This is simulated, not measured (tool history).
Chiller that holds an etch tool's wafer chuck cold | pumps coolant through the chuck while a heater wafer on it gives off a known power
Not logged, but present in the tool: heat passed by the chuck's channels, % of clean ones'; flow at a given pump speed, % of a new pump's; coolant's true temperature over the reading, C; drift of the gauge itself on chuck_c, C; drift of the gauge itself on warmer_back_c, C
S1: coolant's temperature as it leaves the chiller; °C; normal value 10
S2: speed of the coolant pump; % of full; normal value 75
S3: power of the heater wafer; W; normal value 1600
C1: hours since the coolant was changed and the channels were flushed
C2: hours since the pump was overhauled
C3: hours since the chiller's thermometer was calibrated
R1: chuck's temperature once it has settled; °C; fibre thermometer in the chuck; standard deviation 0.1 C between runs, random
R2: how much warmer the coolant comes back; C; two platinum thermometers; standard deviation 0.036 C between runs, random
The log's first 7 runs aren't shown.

{"run": 8, "hour": 137.8, "S1": 10, "S2": 80, "S3": 1535, "C1": 1433, "C2": 1831, "C3": 1865, "R1": 23.9, "R2": 6.54}
{"run": 9, "hour": 163.2, "S1": 10, "S2": 75, "S3": 1600, "C1": 1458, "C2": 1856, "C3": 1890, "R1": 25.7, "R2": 7.35}
{"run": 10, "hour": 192.5, "S1": 10, "S2": 75, "S3": 991, "C1": 1488, "C2": 1885, "C3": 1919, "R1": 19.7, "R2": 4.58}
{"run": 11, "hour": 223.2, "S1": 10, "S2": 75, "S3": 991, "C1": 1518, "C2": 1916, "C3": 1950, "R1": 19.8, "R2": 4.51}
{"run": 12, "hour": 239.6, "S1": 10, "S2": 75, "S3": 991, "C1": 1535, "C2": 1932, "C3": 1966, "R1": 19.8, "R2": 4.58}
{"run": 13, "hour": 270.2, "S1": 10, "S2": 75, "S3": 991, "C1": 1565, "C2": 1963, "C3": 1997, "R1": 19.7, "R2": 4.51}
{"run": 14, "hour": 296.8, "S1": 10, "S2": 75, "S3": 991, "C1": 1592, "C2": 1990, "C3": 2024, "R1": 19.7, "R2": 4.55}
{"run": 15, "hour": 323.9, "S1": 18, "S2": 75, "S3": 1600, "C1": 1619, "C2": 2017, "C3": 2051, "R1": 33.8, "R2": 7.33}
{"run": 16, "hour": 338.4, "S1": 11, "S2": 75, "S3": 1600, "C1": 1634, "C2": 2031, "C3": 2065, "R1": 26.9, "R2": 7.38}
{"run": 17, "hour": 366.5, "S1": 5, "S2": 85, "S3": 1600, "C1": 1662, "C2": 2059, "C3": 2093, "R1": 19.2, "R2": 6.33}
{"hour": 374.3, "done": "coolant pump overhauled"}
{"run": 18, "hour": 390.1, "S1": 5, "S2": 85, "S3": 1600, "C1": 1680, "C2": 16, "C3": 2112, "R1": 19.5, "R2": 6.66}
{"run": 19, "hour": 419.5, "S1": 5, "S2": 85, "S3": 1600, "C1": 1710, "C2": 45, "C3": 2141, "R1": 19.6, "R2": 6.64}
{"run": 20, "hour": 448.3, "S1": 5, "S2": 85, "S3": 1600, "C1": 1738, "C2": 74, "C3": 2170, "R1": 19.7, "R2": 6.66}
{"hour": 465.1, "done": "coolant pump overhauled, once more"}
{"run": 21, "hour": 482.4, "S1": 10, "S2": 75, "S3": 1600, "C1": 1767, "C2": 17, "C3": 2199, "R1": 25.1, "R2": 6.99}
{"run": 22, "hour": 507.2, "S1": 3, "S2": 73, "S3": 1600, "C1": 1792, "C2": 42, "C3": 2224, "R1": 18.6, "R2": 7.19}
{"run": 23, "hour": 530.1, "S1": 19, "S2": 76, "S3": 1600, "C1": 1815, "C2": 65, "C3": 2247, "R1": 34.1, "R2": 6.91}
{"run": 24, "hour": 556.6, "S1": 19, "S2": 76, "S3": 1600, "C1": 1842, "C2": 91, "C3": 2273, "R1": 34.2, "R2": 6.83}
{"run": 25, "hour": 588.1, "S1": 4, "S2": 68, "S3": 1229, "C1": 1873, "C2": 123, "C3": 2305, "R1": 16.9, "R2": 5.99}
{"run": 26, "hour": 601.8, "S1": 4, "S2": 68, "S3": 1229, "C1": 1887, "C2": 137, "C3": 2319, "R1": 17, "R2": 6}
{"run": 27, "hour": 615.4, "S1": 11, "S2": 90, "S3": 1419, "C1": 1901, "C2": 150, "C3": 2332, "R1": 22.6, "R2": 5.05}
{"run": 28, "hour": 634.6, "S1": 14, "S2": 68, "S3": 1915, "C1": 1920, "C2": 170, "C3": 2351, "R1": 34.3, "R2": 9.35}
{"run": 29, "hour": 650.8, "S1": 14, "S2": 68, "S3": 1915, "C1": 1936, "C2": 186, "C3": 2368, "R1": 34.1, "R2": 9.41}
{"run": 30, "hour": 665.5, "S1": 14, "S2": 68, "S3": 1915, "C1": 1951, "C2": 200, "C3": 2382, "R1": 34.2, "R2": 9.37}
{"run": 31, "hour": 681.2, "S1": 14, "S2": 68, "S3": 1915, "C1": 1966, "C2": 216, "C3": 2398, "R1": 34.5, "R2": 9.45}
{"run": 32, "hour": 697.7, "S1": 15, "S2": 92, "S3": 1941, "C1": 1983, "C2": 233, "C3": 2414, "R1": 30.7, "R2": 6.72}

Alternative continuations, all from the tool just after run 32; predict every row:
{"run": "A", "hour": 720.0, "S1": 15, "S2": 92, "S3": 1906, "C1": 2005, "C2": 255, "C3": 2437, "R1": "?", "R2": "?"}
{"run": "B", "hour": 720.0, "S1": 9, "S2": 75, "S3": 1600, "C1": 2005, "C2": 255, "C3": 2437, "R1": "?", "R2": "?"}
{"run": "C", "hour": 720.0, "S1": 18, "S2": 99, "S3": 1600, "C1": 2005, "C2": 255, "C3": 2437, "R1": "?", "R2": "?"}

run=A R1=30.2 R2=6.61
run=B R1=24.7 R2=7.08
run=C R1=30.1 R2=5.09
With no hidden state in the tool, these same runs would have given:
run=A R1=28.5 R2=6.48
run=B R1=22.9 R2=6.95
run=C R1=28.7 R2=4.99

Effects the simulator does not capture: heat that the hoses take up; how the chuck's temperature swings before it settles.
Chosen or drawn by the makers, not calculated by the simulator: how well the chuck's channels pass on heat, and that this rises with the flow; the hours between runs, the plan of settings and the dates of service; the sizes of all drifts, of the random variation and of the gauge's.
